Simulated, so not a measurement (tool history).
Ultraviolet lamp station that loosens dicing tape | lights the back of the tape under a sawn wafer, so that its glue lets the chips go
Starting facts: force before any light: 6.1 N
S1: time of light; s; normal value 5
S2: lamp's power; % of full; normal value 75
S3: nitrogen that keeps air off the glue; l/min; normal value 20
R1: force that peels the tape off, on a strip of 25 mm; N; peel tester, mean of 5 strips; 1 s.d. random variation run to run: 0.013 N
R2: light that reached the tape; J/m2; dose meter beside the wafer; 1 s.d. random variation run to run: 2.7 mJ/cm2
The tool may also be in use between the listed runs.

run	hour	S1	S2	S3	R1	R2
1	0.0	5	75	20	0.637	3350
2	27.2	5	75	20	0.657	3330
3	53.9	3	75	20	1.457	1970
4	81.1	3	75	20	1.515	1980
# hour 104.7: window cleaned of glue's vapour
5	112.5	3	75	20	1.494	2020
6	127.5	5	75	20	0.641	3390
7	154.8	5	75	13	0.838	3350
8	185.2	5	75	13	0.809	3320
9	216.1	5	75	13	0.835	3270
10	236.9	7	75	20	0.383	4560
11	261.4	10	75	20	0.266	6490
12	279.6	10	75	20	0.273	6580
13	297.4	4	71	6	1.863	2410
14	310.8	4	71	6	1.885	2410
15	337.2	5	75	19	0.722	3160
16	368.5	3	70	20	1.747	1740
17	392.7	3	70	20	1.703	1730
18	420.8	6	75	7	0.965	3700
19	435.5	2	84	39	1.863	1380
20	466.6	9	62	36	0.328	4570
21	483.9	6	62	12	1.034	2960
22	500.0	6	62	12	0.983	2970

Subtracting, for every run, the result it would have given without the tool's unlogged condition from the measured result gives the following. The same run-to-run variation enters both numbers; the gauge's scatter may not:
The tool's hidden condition here consists of: lamp's light, % of a new lamp's; light that the window lets through, % of a clean one's; drift of the gauge itself on peel_n, %; drift of the gauge itself on dose_mj_cm2, %.
run	R1	R2
1	+0.065	-220
2	+0.075	-250
3	+0.149	-170
4	+0.170	-180
5	+0.103	-110
6	+0.060	-190
7	+0.087	-230
8	+0.097	-260
9	+0.111	-280
10	+0.046	-430
11	+0.014	-670
12	+0.015	-710
13	+0.225	-280
14	+0.236	-290
15	+0.134	-410
16	+0.267	-250
17	+0.273	-260
18	+0.208	-590
19	+0.313	-230
20	+0.050	-800
21	+0.248	-550
22	+0.240	-570
